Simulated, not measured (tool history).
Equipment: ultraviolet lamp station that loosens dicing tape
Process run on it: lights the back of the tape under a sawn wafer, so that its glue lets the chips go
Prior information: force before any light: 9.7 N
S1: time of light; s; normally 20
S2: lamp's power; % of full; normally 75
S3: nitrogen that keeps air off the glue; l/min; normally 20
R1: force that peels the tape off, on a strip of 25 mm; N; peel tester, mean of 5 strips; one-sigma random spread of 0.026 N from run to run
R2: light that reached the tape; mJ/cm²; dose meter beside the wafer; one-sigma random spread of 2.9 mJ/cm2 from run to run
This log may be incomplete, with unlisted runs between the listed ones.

{"run": 1, "day": 0.0, "S1": 20, "S2": 75, "S3": 20, "R1": 1.712, "R2": 342}
{"run": 2, "day": 1.25, "S1": 20, "S2": 75, "S3": 20, "R1": 1.72, "R2": 340}
{"run": 3, "day": 1.983, "S1": 20, "S2": 75, "S3": 11, "R1": 2.268, "R2": 340}
{"run": 4, "day": 3.508, "S1": 20, "S2": 75, "S3": 11, "R1": 2.445, "R2": 332}
{"run": 5, "day": 4.679, "S1": 20, "S2": 75, "S3": 11, "R1": 2.392, "R2": 327}
{"run": 6, "day": 5.904, "S1": 20, "S2": 83, "S3": 20, "R1": 1.563, "R2": 355}
{"run": 7, "day": 6.729, "S1": 20, "S2": 83, "S3": 20, "R1": 1.603, "R2": 355}
{"run": 8, "day": 7.808, "S1": 20, "S2": 83, "S3": 20, "R1": 1.589, "R2": 351}
{"run": 9, "day": 8.804, "S1": 20, "S2": 75, "S3": 20, "R1": 2.03, "R2": 315}
{"run": 10, "day": 9.821, "S1": 20, "S2": 75, "S3": 20, "R1": 1.995, "R2": 312}
{"run": 11, "day": 10.725, "S1": 20, "S2": 75, "S3": 20, "R1": 2.015, "R2": 309}
{"run": 12, "day": 12.029, "S1": 20, "S2": 75, "S3": 20, "R1": 2.04, "R2": 306}
{"run": 13, "day": 12.879, "S1": 20, "S2": 75, "S3": 20, "R1": 2.069, "R2": 306}
{"run": 14, "day": 13.6, "S1": 20, "S2": 71, "S3": 20, "R1": 2.341, "R2": 285}
{"run": 15, "day": 15.088, "S1": 20, "S2": 71, "S3": 20, "R1": 2.314, "R2": 281}
{"run": 16, "day": 15.933, "S1": 20, "S2": 71, "S3": 20, "R1": 2.332, "R2": 280}
{"day": 17.0, "done": "window cleaned of glue's vapour"}
{"run": 17, "day": 17.188, "S1": 20, "S2": 71, "S3": 20, "R1": 2.546, "R2": 258}
{"run": 18, "day": 18.404, "S1": 20, "S2": 71, "S3": 20, "R1": 2.69, "R2": 258}
{"run": 19, "day": 19.788, "S1": 20, "S2": 71, "S3": 20, "R1": 2.731, "R2": 250}
{"run": 20, "day": 20.488, "S1": 20, "S2": 71, "S3": 20, "R1": 2.736, "R2": 249}
{"day": 20.892, "done": "window cleaned of glue's vapour, once more"}
{"run": 21, "day": 21.925, "S1": 20, "S2": 71, "S3": 20, "R1": 2.126, "R2": 291}
{"run": 22, "day": 23.079, "S1": 20, "S2": 71, "S3": 20, "R1": 2.284, "R2": 290}
{"run": 23, "day": 24.183, "S1": 20, "S2": 71, "S3": 20, "R1": 2.266, "R2": 283}
{"run": 24, "day": 25.438, "S1": 10, "S2": 85, "S3": 8, "R1": 4.998, "R2": 168}
{"run": 25, "day": 26.142, "S1": 20, "S2": 75, "S3": 27, "R1": 1.97, "R2": 296}
{"run": 26, "day": 26.812, "S1": 12, "S2": 75, "S3": 11, "R1": 4.401, "R2": 177}
{"run": 27, "day": 28.125, "S1": 20, "S2": 62, "S3": 23, "R1": 2.727, "R2": 238}
{"run": 28, "day": 29.246, "S1": 20, "S2": 62, "S3": 23, "R1": 2.811, "R2": 234}
{"run": 29, "day": 30.767, "S1": 20, "S2": 62, "S3": 23, "R1": 2.782, "R2": 235}
{"run": 30, "day": 31.783, "S1": 20, "S2": 62, "S3": 23, "R1": 2.887, "R2": 231}
{"run": 31, "day": 33.212, "S1": 20, "S2": 80, "S3": 20, "R1": 2.192, "R2": 294}
{"run": 32, "day": 34.642, "S1": 25, "S2": 64, "S3": 33, "R1": 1.825, "R2": 287}
{"run": 33, "day": 36.142, "S1": 31, "S2": 81, "S3": 20, "R1": 1.053, "R2": 442}
{"run": 34, "day": 37.475, "S1": 12, "S2": 77, "S3": 11, "R1": 5.048, "R2": 160}
{"day": 38.092, "done": "window cleaned of glue's vapour"}
{"run": 35, "day": 38.888, "S1": 12, "S2": 77, "S3": 11, "R1": 4.645, "R2": 175}
{"run": 36, "day": 40.304, "S1": 12, "S2": 77, "S3": 11, "R1": 4.652, "R2": 171}
{"run": 37, "day": 41.762, "S1": 20, "S2": 66, "S3": 35, "R1": 2.385, "R2": 244}
{"run": 38, "day": 42.692, "S1": 20, "S2": 64, "S3": 35, "R1": 2.51, "R2": 233}
{"run": 39, "day": 43.5, "S1": 20, "S2": 64, "S3": 35, "R1": 2.524, "R2": 230}
{"run": 40, "day": 44.429, "S1": 20, "S2": 74, "S3": 20, "R1": 2.645, "R2": 268}
{"run": 41, "day": 45.579, "S1": 20, "S2": 74, "S3": 20, "R1": 2.634, "R2": 257}
{"run": 42, "day": 46.275, "S1": 20, "S2": 74, "S3": 20, "R1": 2.498, "R2": 261}
{"run": 43, "day": 47.221, "S1": 15, "S2": 74, "S3": 9, "R1": 4.392, "R2": 194}

Hidden state or all else? Some run-to-run changes of R1, split into what the settings, what came in and random variation would give without the hidden state, and what is left for the hidden state (with any gauge scatter that isn't in both results):
The tool's hidden condition here consists of: lamp's light, % of a new lamp's; light that the window lets through, % of a clean one's; drift of the gauge itself on peel_n, %; drift of the gauge itself on dose_mj_cm2, %.
Run 20 -> 21: window cleaned of glue's vapour, once more. R1 -0.610 N: hidden state -0.550, all else -0.060.
Run 23 -> 24: S1 20 -> 10, S2 71 -> 85, S3 20 -> 8. R1 +2.732 N: hidden state +0.182, all else +2.550.
Run 24 -> 25: S1 10 -> 20, S2 85 -> 75, S3 8 -> 27. R1 -3.028 N: hidden state -0.195, all else -2.833.
Run 32 -> 33: S1 25 -> 31, S2 64 -> 81, S3 33 -> 20. R1 -0.772 N: hidden state -0.323, all else -0.449.
Run 33 -> 34: S1 31 -> 12, S2 81 -> 77, S3 20 -> 11. R1 +3.995 N: hidden state +0.927, all else +3.068.
